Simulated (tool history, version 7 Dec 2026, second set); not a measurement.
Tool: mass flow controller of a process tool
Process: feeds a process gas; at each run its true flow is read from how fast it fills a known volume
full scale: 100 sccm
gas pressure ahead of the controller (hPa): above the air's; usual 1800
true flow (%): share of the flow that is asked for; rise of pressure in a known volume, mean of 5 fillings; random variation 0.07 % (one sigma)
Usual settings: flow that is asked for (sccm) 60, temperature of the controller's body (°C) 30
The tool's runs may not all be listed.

| run | hour | flow that is asked for (sccm) | gas pressure ahead of the controller (hPa) | temperature of the controller's body (°C) | true flow (%) |
|---|---|---|---|---|---|
| 1 | 0.0 | 60 | 1800 | 30 | 97.65 |
| 2 | 70.4 | 60 | 1800 | 30 | 97.64 |
| 3 | 184.3 | 60 | 1800 | 30 | 97.59 |
| 4 | 261.8 | 60 | 1800 | 30 | 97.66 |
| 5 | 339.7 | 60 | 1800 | 30 | 97.51 |
| 6 | 422.5 | 71 | 1800 | 30 | 97.96 |
| 7 | 474.1 | 60 | 1800 | 30 | 97.63 |
| 8 | 541.5 | 60 | 1800 | 30 | 97.58 |
| 9 | 610.6 | 60 | 1800 | 26 | 97.93 |
| 10 | 691.4 | 60 | 1800 | 26 | 97.95 |
| 11 | 784.1 | 21 | 1800 | 30 | 95.58 |
| 12 | 857.1 | 60 | 1800 | 30 | 97.58 |
| 13 | 963.9 | 60 | 1800 | 30 | 97.43 |
| 14 | 1027.3 | 60 | 1800 | 30 | 97.53 |
| 15 | 1092.2 | 60 | 1800 | 30 | 97.51 |
| 16 | 1179.2 | 60 | 1800 | 30 | 97.25 |
| 17 | 1274.4 | 60 | 1800 | 30 | 97.34 |
| 18 | 1386.6 | 60 | 1800 | 30 | 97.34 |
| 19 | 1438.1 | 60 | 1800 | 30 | 97.36 |
| 20 | 1488.8 | 60 | 1800 | 30 | 97.27 |
| 21 | 1555.4 | 11 | 1800 | 20 | 94.39 |
| 22 | 1633.0 | 15 | 1720 | 30 | 94.16 |
|  | 1641.4 | controller's zero set anew |
| 23 | 1698.4 | 76 | 1690 | 25 | 98.45 |
| 24 | 1817.2 | 74 | 2320 | 28 | 97.43 |
| 25 | 1933.7 | 74 | 2320 | 28 | 97.62 |
| 26 | 2039.2 | 34 | 1800 | 37 | 94.96 |
| 27 | 2141.7 | 34 | 1800 | 37 | 94.90 |
|  | 2147.0 | controller's zero set anew, once more |
| 28 | 2239.1 | 34 | 1550 | 37 | 96.50 |
| 29 | 2307.3 | 34 | 1550 | 37 | 96.41 |
| 30 | 2389.7 | 26 | 2440 | 22 | 97.32 |
| 31 | 2450.4 | 26 | 2440 | 20 | 97.51 |
| 32 | 2529.4 | 26 | 2440 | 20 | 97.55 |
| 33 | 2581.5 | 26 | 2440 | 34 | 95.91 |
| 34 | 2679.6 | 26 | 2440 | 34 | 95.89 |
| 35 | 2735.3 | 60 | 1800 | 24 | 98.41 |
| 36 | 2826.3 | 16 | 2460 | 30 | 95.75 |
| 37 | 2882.2 | 16 | 2460 | 30 | 95.73 |
| 38 | 2931.2 | 16 | 2460 | 20 | 96.83 |
| 39 | 2985.4 | 60 | 1860 | 20 | 98.78 |

Measured less the same run without the tool's hidden state. The same run-to-run variation is in both; the gauge's scatter may not be:
The hidden state here: flow at rest that the sensor doesn't see, % of full scale; true flow over the shown one, %; drift of the gauge itself on true_pct, %.
| run | true flow (%) |
|---|---|
| 1 | -0.85 |
| 2 | -0.86 |
| 3 | -0.88 |
| 4 | -0.91 |
| 5 | -0.93 |
| 6 | -0.88 |
| 7 | -0.96 |
| 8 | -0.98 |
| 9 | -1.00 |
| 10 | -1.02 |
| 11 | -2.05 |
| 12 | -1.06 |
| 13 | -1.09 |
| 14 | -1.11 |
| 15 | -1.13 |
| 16 | -1.15 |
| 17 | -1.17 |
| 18 | -1.20 |
| 19 | -1.21 |
| 20 | -1.23 |
| 21 | -4.11 |
| 22 | -3.22 |
| 23 | -1.24 |
| 24 | -1.28 |
| 25 | -1.31 |
| 26 | -2.12 |
| 27 | -2.17 |
| 28 | -0.75 |
| 29 | -0.78 |
| 30 | -0.84 |
| 31 | -0.86 |
| 32 | -0.91 |
| 33 | -0.92 |
| 34 | -0.97 |
| 35 | -0.86 |
| 36 | -1.20 |
| 37 | -1.24 |
| 38 | -1.27 |
| 39 | -0.92 |
